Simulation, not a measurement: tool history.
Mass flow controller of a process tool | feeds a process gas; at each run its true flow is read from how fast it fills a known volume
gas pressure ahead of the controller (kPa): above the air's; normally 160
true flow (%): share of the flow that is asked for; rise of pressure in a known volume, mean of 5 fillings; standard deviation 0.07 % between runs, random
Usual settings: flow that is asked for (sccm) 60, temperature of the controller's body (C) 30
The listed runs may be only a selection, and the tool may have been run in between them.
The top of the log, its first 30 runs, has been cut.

| run | hour | flow that is asked for (sccm) | gas pressure ahead of the controller (kPa) | temperature of the controller's body (C) | true flow (%) |
|---|---|---|---|---|---|
| 31 | 6761.0 | 158 | 223 | 36 | 100.41 |
| 32 | 6958.4 | 60 | 246 | 35 | 100.20 |
| 33 | 7145.5 | 60 | 144 | 35 | 100.61 |
| 34 | 7429.7 | 60 | 144 | 35 | 100.49 |
| 35 | 7612.5 | 59 | 187 | 23 | 101.96 |
| 36 | 7922.9 | 60 | 160 | 21 | 102.54 |
| 37 | 8139.2 | 27 | 160 | 30 | 101.21 |
| 38 | 8447.3 | 40 | 199 | 25 | 101.92 |
| 39 | 8668.8 | 188 | 160 | 23 | 102.67 |

What if the next run were any one of these 5? Each begins from the tool's condition after run 39:
|  | 8849.7 | controller's zero set anew |
|  | 8892.8 | gauge calibrated |
| A | 8975.0 | 60 | 179 | 30 | ? |
|  | 8849.7 | controller's zero set anew |
|  | 8892.8 | gauge calibrated |
| B | 8975.0 | 188 | 160 | 28 | ? |
|  | 8849.7 | controller's zero set anew |
|  | 8892.8 | gauge calibrated |
| C | 8975.0 | 188 | 160 | 38 | ? |
|  | 8849.7 | controller's zero set anew |
|  | 8892.8 | gauge calibrated |
| D | 8975.0 | 188 | 204 | 32 | ? |
|  | 8849.7 | controller's zero set anew |
|  | 8892.8 | gauge calibrated |
| E | 8975.0 | 60 | 160 | 28 | ? |

| run | true flow (%) |
|---|---|
| A | 99.08 |
| B | 99.67 |
| C | 98.56 |
| D | 99.03 |
| E | 99.34 |
Take away the tool's hidden state, keep each run's random variation, and the runs would have read:
| run | true flow (%) |
|---|---|
| A | 99.07 |
| B | 99.66 |
| C | 98.54 |
| D | 99.02 |
| E | 99.33 |
